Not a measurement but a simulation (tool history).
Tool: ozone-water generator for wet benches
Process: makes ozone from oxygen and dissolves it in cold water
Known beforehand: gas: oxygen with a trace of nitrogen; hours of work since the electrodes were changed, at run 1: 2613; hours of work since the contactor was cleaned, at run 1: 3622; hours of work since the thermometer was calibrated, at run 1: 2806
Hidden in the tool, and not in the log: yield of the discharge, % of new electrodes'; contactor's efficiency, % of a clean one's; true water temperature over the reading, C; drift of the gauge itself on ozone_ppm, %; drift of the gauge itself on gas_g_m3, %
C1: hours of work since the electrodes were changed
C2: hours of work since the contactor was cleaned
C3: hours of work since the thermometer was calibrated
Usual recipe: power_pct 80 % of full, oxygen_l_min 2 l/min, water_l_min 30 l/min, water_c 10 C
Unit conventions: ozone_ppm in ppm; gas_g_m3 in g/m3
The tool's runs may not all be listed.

{"run": 1, "hour": 0.0, "power_pct": 80, "oxygen_l_min": 2, "water_l_min": 30, "water_c": 10, "C1": 2613, "C2": 3622, "C3": 2806, "ozone_ppm": 7.9, "gas_g_m3": 164.3}
{"run": 2, "hour": 148.1, "power_pct": 80, "oxygen_l_min": 2, "water_l_min": 30, "water_c": 10, "C1": 2744, "C2": 3754, "C3": 2938, "ozone_ppm": 7.8, "gas_g_m3": 163.9}
{"run": 3, "hour": 292.0, "power_pct": 80, "oxygen_l_min": 2, "water_l_min": 30, "water_c": 14, "C1": 2872, "C2": 3881, "C3": 3065, "ozone_ppm": 7.7, "gas_g_m3": 163.1}
{"run": 4, "hour": 379.1, "power_pct": 80, "oxygen_l_min": 2, "water_l_min": 30, "water_c": 14, "C1": 2949, "C2": 3959, "C3": 3142, "ozone_ppm": 7.7, "gas_g_m3": 163.5}
{"run": 5, "hour": 487.5, "power_pct": 98, "oxygen_l_min": 2, "water_l_min": 30, "water_c": 10, "C1": 3045, "C2": 4055, "C3": 3238, "ozone_ppm": 9.3, "gas_g_m3": 192.9}
{"run": 6, "hour": 637.4, "power_pct": 98, "oxygen_l_min": 2, "water_l_min": 30, "water_c": 10, "C1": 3178, "C2": 4188, "C3": 3371, "ozone_ppm": 9.6, "gas_g_m3": 194.1}
{"run": 7, "hour": 774.0, "power_pct": 80, "oxygen_l_min": 2, "water_l_min": 25, "water_c": 10, "C1": 3299, "C2": 4309, "C3": 3492, "ozone_ppm": 9.6, "gas_g_m3": 163.6}
{"run": 8, "hour": 890.7, "power_pct": 80, "oxygen_l_min": 2, "water_l_min": 25, "water_c": 10, "C1": 3403, "C2": 4412, "C3": 3596, "ozone_ppm": 9.5, "gas_g_m3": 162.7}
{"run": 9, "hour": 1012.2, "power_pct": 80, "oxygen_l_min": 2, "water_l_min": 25, "water_c": 10, "C1": 3510, "C2": 4520, "C3": 3704, "ozone_ppm": 9.5, "gas_g_m3": 161.1}
{"run": 10, "hour": 1129.7, "power_pct": 80, "oxygen_l_min": 2, "water_l_min": 25, "water_c": 10, "C1": 3615, "C2": 4624, "C3": 3808, "ozone_ppm": 9.5, "gas_g_m3": 162.7}
{"hour": 1182.3, "done": "contactor cleaned"}
{"run": 11, "hour": 1250.9, "power_pct": 80, "oxygen_l_min": 2, "water_l_min": 30, "water_c": 10, "C1": 3718, "C2": 61, "C3": 3912, "ozone_ppm": 8, "gas_g_m3": 162.2}
{"run": 12, "hour": 1370.1, "power_pct": 80, "oxygen_l_min": 2, "water_l_min": 47, "water_c": 10, "C1": 3824, "C2": 166, "C3": 4017, "ozone_ppm": 4.6, "gas_g_m3": 161.8}
{"run": 13, "hour": 1522.3, "power_pct": 80, "oxygen_l_min": 2, "water_l_min": 47, "water_c": 10, "C1": 3959, "C2": 301, "C3": 4152, "ozone_ppm": 4.7, "gas_g_m3": 161.7}
{"run": 14, "hour": 1678.9, "power_pct": 80, "oxygen_l_min": 2, "water_l_min": 47, "water_c": 10, "C1": 4098, "C2": 440, "C3": 4291, "ozone_ppm": 4.5, "gas_g_m3": 161.6}
{"run": 15, "hour": 1764.0, "power_pct": 80, "oxygen_l_min": 2, "water_l_min": 47, "water_c": 10, "C1": 4173, "C2": 516, "C3": 4367, "ozone_ppm": 4.7, "gas_g_m3": 159}
{"run": 16, "hour": 1890.0, "power_pct": 80, "oxygen_l_min": 2, "water_l_min": 47, "water_c": 10, "C1": 4285, "C2": 627, "C3": 4478, "ozone_ppm": 4.6, "gas_g_m3": 161.4}
{"run": 17, "hour": 1982.1, "power_pct": 80, "oxygen_l_min": 3.36, "water_l_min": 33, "water_c": 10, "C1": 4367, "C2": 709, "C3": 4560, "ozone_ppm": 7.9, "gas_g_m3": 118.4}
{"hour": 2033.7, "done": "contactor cleaned, once more"}
{"run": 18, "hour": 2120.7, "power_pct": 80, "oxygen_l_min": 3.36, "water_l_min": 33, "water_c": 10, "C1": 4486, "C2": 77, "C3": 4679, "ozone_ppm": 8, "gas_g_m3": 120.7}
{"run": 19, "hour": 2217.9, "power_pct": 80, "oxygen_l_min": 3.36, "water_l_min": 33, "water_c": 10, "C1": 4572, "C2": 163, "C3": 4766, "ozone_ppm": 8.2, "gas_g_m3": 118.7}
{"run": 20, "hour": 2363.5, "power_pct": 80, "oxygen_l_min": 2.29, "water_l_min": 33, "water_c": 10, "C1": 4701, "C2": 292, "C3": 4895, "ozone_ppm": 7.2, "gas_g_m3": 149.3}
{"hour": 2495.2, "done": "water thermometer calibrated"}
{"run": 21, "hour": 2514.6, "power_pct": 80, "oxygen_l_min": 3.43, "water_l_min": 26, "water_c": 10, "C1": 4835, "C2": 426, "C3": 17, "ozone_ppm": 10.2, "gas_g_m3": 117.6}
{"run": 22, "hour": 2609.5, "power_pct": 70, "oxygen_l_min": 1.95, "water_l_min": 36, "water_c": 6, "C1": 4919, "C2": 510, "C3": 101, "ozone_ppm": 5.7, "gas_g_m3": 146.4}
{"run": 23, "hour": 2725.9, "power_pct": 70, "oxygen_l_min": 1.37, "water_l_min": 36, "water_c": 6, "C1": 5022, "C2": 613, "C3": 205, "ozone_ppm": 5.1, "gas_g_m3": 179.7}
{"run": 24, "hour": 2856.8, "power_pct": 70, "oxygen_l_min": 2.46, "water_l_min": 31, "water_c": 6, "C1": 5138, "C2": 729, "C3": 321, "ozone_ppm": 7.2, "gas_g_m3": 129.1}
{"run": 25, "hour": 2981.3, "power_pct": 52, "oxygen_l_min": 2.46, "water_l_min": 31, "water_c": 7, "C1": 5249, "C2": 840, "C3": 431, "ozone_ppm": 5.5, "gas_g_m3": 101.9}
{"run": 26, "hour": 3071.0, "power_pct": 99, "oxygen_l_min": 1.06, "water_l_min": 31, "water_c": 7, "C1": 5328, "C2": 919, "C3": 511, "ozone_ppm": 7.4, "gas_g_m3": 273.2}
{"run": 27, "hour": 3234.4, "power_pct": 84, "oxygen_l_min": 2, "water_l_min": 30, "water_c": 10, "C1": 5473, "C2": 1064, "C3": 655, "ozone_ppm": 8.3, "gas_g_m3": 166.1}
{"run": 28, "hour": 3351.7, "power_pct": 80, "oxygen_l_min": 1.05, "water_l_min": 29, "water_c": 15, "C1": 5577, "C2": 1168, "C3": 759, "ozone_ppm": 6.5, "gas_g_m3": 230.3}
{"run": 29, "hour": 3443.3, "power_pct": 40, "oxygen_l_min": 1.88, "water_l_min": 44, "water_c": 9, "C1": 5658, "C2": 1249, "C3": 841, "ozone_ppm": 2.9, "gas_g_m3": 96.4}
{"run": 30, "hour": 3595.5, "power_pct": 44, "oxygen_l_min": 2, "water_l_min": 30, "water_c": 10, "C1": 5793, "C2": 1384, "C3": 976, "ozone_ppm": 4.8, "gas_g_m3": 99.8}
{"run": 31, "hour": 3674.4, "power_pct": 89, "oxygen_l_min": 2, "water_l_min": 23, "water_c": 5, "C1": 5863, "C2": 1454, "C3": 1045, "ozone_ppm": 11.2, "gas_g_m3": 172.4}
{"run": 32, "hour": 3767.5, "power_pct": 89, "oxygen_l_min": 2, "water_l_min": 23, "water_c": 5, "C1": 5946, "C2": 1537, "C3": 1128, "ozone_ppm": 11.1, "gas_g_m3": 171.6}

Consider 5 possible next runs. They are alternatives, not a sequence: every one starts from the tool as it was left by run 32. What does each give?
{"run": "A", "hour": 3868.0, "power_pct": 89, "oxygen_l_min": 2, "water_l_min": 34, "water_c": 5, "C1": 6035, "C2": 1626, "C3": 1217, "ozone_ppm": "?", "gas_g_m3": "?"}
{"run": "B", "hour": 3868.0, "power_pct": 79, "oxygen_l_min": 2, "water_l_min": 30, "water_c": 12, "C1": 6035, "C2": 1626, "C3": 1217, "ozone_ppm": "?", "gas_g_m3": "?"}
{"run": "C", "hour": 3868.0, "power_pct": 89, "oxygen_l_min": 1.44, "water_l_min": 31, "water_c": 12, "C1": 6035, "C2": 1626, "C3": 1217, "ozone_ppm": "?", "gas_g_m3": "?"}
{"run": "D", "hour": 3868.0, "power_pct": 80, "oxygen_l_min": 2, "water_l_min": 23, "water_c": 11, "C1": 6035, "C2": 1626, "C3": 1217, "ozone_ppm": "?", "gas_g_m3": "?"}
{"run": "E", "hour": 3868.0, "power_pct": 89, "oxygen_l_min": 2, "water_l_min": 29, "water_c": 5, "C1": 6035, "C2": 1626, "C3": 1217, "ozone_ppm": "?", "gas_g_m3": "?"}

run=A ozone_ppm=7.3 gas_g_m3=172.5
run=B ozone_ppm=7.7 gas_g_m3=156.9
run=C ozone_ppm=7.2 gas_g_m3=207
run=D ozone_ppm=10.2 gas_g_m3=158
run=E ozone_ppm=8.9 gas_g_m3=172.4
What these runs would have given with no unlogged condition in the tool:
run=A ozone_ppm=8 gas_g_m3=187.5
run=B ozone_ppm=8.4 gas_g_m3=169.4
run=C ozone_ppm=7.9 gas_g_m3=225
run=D ozone_ppm=11.1 gas_g_m3=170.6
run=E ozone_ppm=9.7 gas_g_m3=187.4

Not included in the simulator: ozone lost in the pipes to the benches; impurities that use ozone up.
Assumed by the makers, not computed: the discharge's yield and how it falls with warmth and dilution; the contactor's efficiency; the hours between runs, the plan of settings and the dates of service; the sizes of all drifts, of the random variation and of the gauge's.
